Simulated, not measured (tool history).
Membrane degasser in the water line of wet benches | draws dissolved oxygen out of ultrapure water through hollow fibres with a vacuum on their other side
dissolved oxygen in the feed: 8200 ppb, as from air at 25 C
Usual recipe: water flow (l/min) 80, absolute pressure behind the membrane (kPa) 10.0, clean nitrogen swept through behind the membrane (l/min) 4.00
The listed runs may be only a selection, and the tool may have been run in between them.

run,hour,water flow (l/min),absolute pressure behind the membrane (kPa),clean nitrogen swept through behind the membrane (l/min),dissolved oxygen in the water behind the degasser (ppb),pressure that the water loses in the fibres (kPa)
1,0.0,80,10.0,4.00,351.8,40.71
2,24.6,80,10.0,4.00,351.2,40.85
3,70.3,80,10.0,4.00,351.2,40.65
4,115.9,80,10.0,4.00,352.5,41.05
5,138.0,80,20.1,4.00,742.6,40.32
6,163.5,80,20.1,4.00,743.1,40.92
7,213.0,80,10.0,2.83,437.5,40.92
8,252.8,80,10.0,2.83,452.1,41.04
9,304.4,80,10.0,2.83,448.4,41.04
10,337.3,80,10.0,2.83,445.1,41.41
11,363.4,66,10.0,2.83,357.5,33.65
12,406.6,66,10.0,2.83,349.8,33.96
13,436.1,66,23.2,2.83,945.6,34.13
14,470.7,66,23.2,2.83,937.7,34.23
15,499.0,66,23.2,2.83,948.2,34.00
16,547.1,66,23.2,2.83,930.8,34.21
17,596.0,66,23.2,2.83,940.3,34.16
18,637.4,68,14.7,7.48,266.9,35.01
19,665.7,58,8.0,2.06,289.0,30.11
20,699.1,58,12.7,1.75,622.7,30.30
# hour 734.9: gauge calibrated
21,745.3,58,12.7,2.02,557.0,29.30
22,769.8,58,12.7,2.02,566.0,29.56
23,810.1,86,19.0,4.00,750.8,43.83
24,838.9,58,15.0,4.00,386.9,29.78
25,873.5,83,19.8,4.00,764.6,42.58
26,903.5,82,12.4,4.00,463.7,41.64
27,935.0,65,10.0,7.35,159.9,33.35
28,981.7,125,12.2,7.35,595.7,64.45
29,1007.8,55,9.3,6.28,135.7,28.44
30,1048.6,55,9.3,6.28,134.2,28.60
31,1092.6,80,9.0,3.62,331.3,41.24
32,1118.9,80,9.0,3.62,331.6,41.42
# hour 1167.1: gauge calibrated
33,1170.9,80,9.0,3.62,332.2,40.71

Here are 3 independent what-if runs from the current tool condition. What would each one return?
A,1202.5,80,9.0,1.61,?,?
B,1202.5,110,10.0,8.08,?,?
C,1202.5,109,9.0,3.62,?,?

run,dissolved oxygen in the water behind the degasser (ppb),pressure that the water loses in the fibres (kPa)
A,568.7,40.81
B,399.0,56.06
C,526.4,55.37
Without the tool's unlogged condition, the same runs would have read:
run,dissolved oxygen in the water behind the degasser (ppb),pressure that the water loses in the fibres (kPa)
A,568.3,40.75
B,398.6,55.97
C,526.0,55.29
